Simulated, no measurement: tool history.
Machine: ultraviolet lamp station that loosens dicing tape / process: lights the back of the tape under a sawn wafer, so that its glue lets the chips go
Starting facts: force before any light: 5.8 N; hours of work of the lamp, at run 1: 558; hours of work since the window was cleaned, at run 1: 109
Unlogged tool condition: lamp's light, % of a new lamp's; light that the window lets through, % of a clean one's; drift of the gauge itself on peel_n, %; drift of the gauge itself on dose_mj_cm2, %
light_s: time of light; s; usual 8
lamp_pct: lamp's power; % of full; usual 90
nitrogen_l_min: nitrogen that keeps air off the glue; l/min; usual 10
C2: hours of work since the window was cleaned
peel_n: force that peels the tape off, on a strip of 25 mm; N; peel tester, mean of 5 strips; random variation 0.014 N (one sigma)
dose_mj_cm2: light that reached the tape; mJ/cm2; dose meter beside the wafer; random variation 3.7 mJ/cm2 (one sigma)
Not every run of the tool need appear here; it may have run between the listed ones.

Run 1, hour 0: usual settings; hours of work of the lamp 558; C2 109. Result: peel_n 0.624 N, dose_mj_cm2 615 mJ/cm2.
Run 2, hour 38.7: usual settings; hours of work of the lamp 583; C2 133. Result: peel_n 0.647 N, dose_mj_cm2 614 mJ/cm2.
Run 3, hour 85.5: usual settings; hours of work of the lamp 613; C2 164. Result: peel_n 0.631 N, dose_mj_cm2 616 mJ/cm2.
Run 4, hour 113.2: usual settings; hours of work of the lamp 631; C2 181. Result: peel_n 0.66 N, dose_mj_cm2 615 mJ/cm2.
Run 5, hour 165.7: usual settings but nitrogen_l_min 7 l/min; hours of work of the lamp 665; C2 215. Result: peel_n 0.782 N, dose_mj_cm2 612 mJ/cm2.
At hour 196: window cleaned of glue's vapour.
Run 6, hour 214.5: usual settings but nitrogen_l_min 7 l/min; hours of work of the lamp 696; C2 12. Result: peel_n 0.758 N, dose_mj_cm2 617 mJ/cm2.
Run 7, hour 252.8: usual settings but nitrogen_l_min 3 l/min; hours of work of the lamp 720; C2 37. Result: peel_n 1.205 N, dose_mj_cm2 604 mJ/cm2.
Run 8, hour 282.1: usual settings but nitrogen_l_min 3 l/min; hours of work of the lamp 739; C2 55. Result: peel_n 1.2 N, dose_mj_cm2 605 mJ/cm2.
Run 9, hour 307.7: usual settings but nitrogen_l_min 3 l/min; hours of work of the lamp 756; C2 72. Result: peel_n 1.179 N, dose_mj_cm2 607 mJ/cm2.
Run 10, hour 353: usual settings but nitrogen_l_min 3 l/min; hours of work of the lamp 785; C2 101. Result: peel_n 1.175 N, dose_mj_cm2 602 mJ/cm2.
Run 11, hour 389.2: usual settings but nitrogen_l_min 5 l/min; hours of work of the lamp 808; C2 124. Result: peel_n 0.93 N, dose_mj_cm2 610 mJ/cm2.
Run 12, hour 431.7: usual settings but nitrogen_l_min 5 l/min; hours of work of the lamp 835; C2 152. Result: peel_n 0.905 N, dose_mj_cm2 598 mJ/cm2.
Run 13, hour 470.2: usual settings but nitrogen_l_min 5 l/min; hours of work of the lamp 860; C2 176. Result: peel_n 0.9 N, dose_mj_cm2 601 mJ/cm2.
At hour 500.7: gauge calibrated.
Run 14, hour 509.9: usual settings but nitrogen_l_min 12 l/min; hours of work of the lamp 886; C2 202. Result: peel_n 0.587 N, dose_mj_cm2 615 mJ/cm2.
Run 15, hour 558.6: usual settings but nitrogen_l_min 13 l/min; hours of work of the lamp 917; C2 233. Result: peel_n 0.583 N, dose_mj_cm2 618 mJ/cm2.
At hour 563.9: window cleaned of glue's vapour.
Run 16, hour 613.8: usual settings but nitrogen_l_min 13 l/min; hours of work of the lamp 952; C2 32. Result: peel_n 0.575 N, dose_mj_cm2 614 mJ/cm2.
Run 17, hour 661.7: usual settings; hours of work of the lamp 983; C2 63. Result: peel_n 0.643 N, dose_mj_cm2 613 mJ/cm2.
Run 18, hour 697.8: usual settings but lamp_pct 82 % of full; hours of work of the lamp 1006; C2 86. Result: peel_n 0.713 N, dose_mj_cm2 553 mJ/cm2.
Run 19, hour 738.7: usual settings but lamp_pct 82 % of full; hours of work of the lamp 1033; C2 112. Result: peel_n 0.736 N, dose_mj_cm2 554 mJ/cm2.
Run 20, hour 772.5: usual settings but nitrogen_l_min 5 l/min; hours of work of the lamp 1055; C2 134. Result: peel_n 0.903 N, dose_mj_cm2 610 mJ/cm2.
Run 21, hour 818.4: usual settings but nitrogen_l_min 4 l/min; hours of work of the lamp 1084; C2 164. Result: peel_n 1.082 N, dose_mj_cm2 604 mJ/cm2.
Run 22, hour 875.4: usual settings but lamp_pct 77 % of full, nitrogen_l_min 13 l/min; hours of work of the lamp 1121; C2 200. Result: peel_n 0.725 N, dose_mj_cm2 515 mJ/cm2.
At hour 930.1: window cleaned of glue's vapour.
Run 23, hour 930.1: usual settings but light_s 14 s, lamp_pct 85 % of full, nitrogen_l_min 12 l/min; hours of work of the lamp 1156; C2 0. Result: peel_n 0.305 N, dose_mj_cm2 999 mJ/cm2.
Run 24, hour 977.9: usual settings but light_s 14 s, lamp_pct 85 % of full, nitrogen_l_min 4 l/min; hours of work of the lamp 1186; C2 31. Result: peel_n 0.458 N, dose_mj_cm2 988 mJ/cm2.
Run 25, hour 1032.1: usual settings but light_s 12 s, lamp_pct 93 % of full, nitrogen_l_min 17 l/min; hours of work of the lamp 1221; C2 66. Result: peel_n 0.302 N, dose_mj_cm2 931 mJ/cm2.
Run 26, hour 1089.5: usual settings but light_s 9 s, lamp_pct 64 % of full, nitrogen_l_min 17 l/min; hours of work of the lamp 1258; C2 103. Result: peel_n 0.744 N, dose_mj_cm2 475 mJ/cm2.
Run 27, hour 1145.1: usual settings but light_s 5 s, lamp_pct 70 % of full, nitrogen_l_min 19 l/min; hours of work of the lamp 1294; C2 138. Result: peel_n 1.477 N, dose_mj_cm2 286 mJ/cm2.
Run 28, hour 1170.6: usual settings but light_s 5 s, lamp_pct 70 % of full, nitrogen_l_min 15 l/min; hours of work of the lamp 1310; C2 155. Result: peel_n 1.52 N, dose_mj_cm2 289 mJ/cm2.
Run 29, hour 1201.7: usual settings but nitrogen_l_min 5 l/min; hours of work of the lamp 1330; C2 175. Result: peel_n 0.893 N, dose_mj_cm2 598 mJ/cm2.
Run 30, hour 1228.4: usual settings but light_s 5 s; hours of work of the lamp 1348; C2 192. Result: peel_n 1.314 N, dose_mj_cm2 368 mJ/cm2.
Run 31, hour 1253.3: usual settings but light_s 7 s, lamp_pct 60 % of full, nitrogen_l_min 5 l/min; hours of work of the lamp 1364; C2 208. Result: peel_n 1.883 N, dose_mj_cm2 346 mJ/cm2.
Run 32, hour 1286.4: usual settings but light_s 7 s, lamp_pct 60 % of full, nitrogen_l_min 5 l/min; hours of work of the lamp 1385; C2 229. Result: peel_n 1.83 N, dose_mj_cm2 344 mJ/cm2.
At hour 1297.2: window cleaned of glue's vapour.
Run 33, hour 1344.4: usual settings but light_s 15 s, lamp_pct 74 % of full, nitrogen_l_min 4 l/min; hours of work of the lamp 1422; C2 30. Result: peel_n 0.526 N, dose_mj_cm2 903 mJ/cm2.
Run 34, hour 1385.7: usual settings but light_s 15 s, lamp_pct 74 % of full, nitrogen_l_min 4 l/min; hours of work of the lamp 1448; C2 57. Result: peel_n 0.526 N, dose_mj_cm2 897 mJ/cm2.
Run 35, hour 1416.6: usual settings but light_s 15 s, lamp_pct 69 % of full, nitrogen_l_min 4 l/min; hours of work of the lamp 1468; C2 77. Result: peel_n 0.576 N, dose_mj_cm2 848 mJ/cm2.
Run 36, hour 1454.7: usual settings but light_s 14 s, lamp_pct 84 % of full, nitrogen_l_min 5 l/min; hours of work of the lamp 1493; C2 101. Result: peel_n 0.403 N, dose_mj_cm2 944 mJ/cm2.
Run 37, hour 1480.6: usual settings but light_s 14 s, lamp_pct 84 % of full, nitrogen_l_min 5 l/min; hours of work of the lamp 1509; C2 118. Result: peel_n 0.435 N, dose_mj_cm2 949 mJ/cm2.
Run 38, hour 1534.2: usual settings but light_s 15 s, lamp_pct 84 % of full, nitrogen_l_min 8 l/min; hours of work of the lamp 1544; C2 152. Result: peel_n 0.323 N, dose_mj_cm2 1008 mJ/cm2.

Each run again, without the hidden state but with its own random variation kept:
run  dose_mj_cm2
  1          615
  2          616
  3          620
  4          620
  5          620
  6          626
  7          614
  8          617
  9          619
 10          616
 11          625
 12          615
 13          620
 14          617
 15          622
 16          619
 17          620
 18          560
 19          563
 20          621
 21          617
 22          528
 23         1027
 24         1019
 25          963
 26          494
 27          298
 28          302
 29          625
 30          385
 31          363
 32          362
 33          953
 34          949
 35          899
 36         1004
 37         1010
 38         1078
peel_n: at most 0.006 N away from the measurement, every run.

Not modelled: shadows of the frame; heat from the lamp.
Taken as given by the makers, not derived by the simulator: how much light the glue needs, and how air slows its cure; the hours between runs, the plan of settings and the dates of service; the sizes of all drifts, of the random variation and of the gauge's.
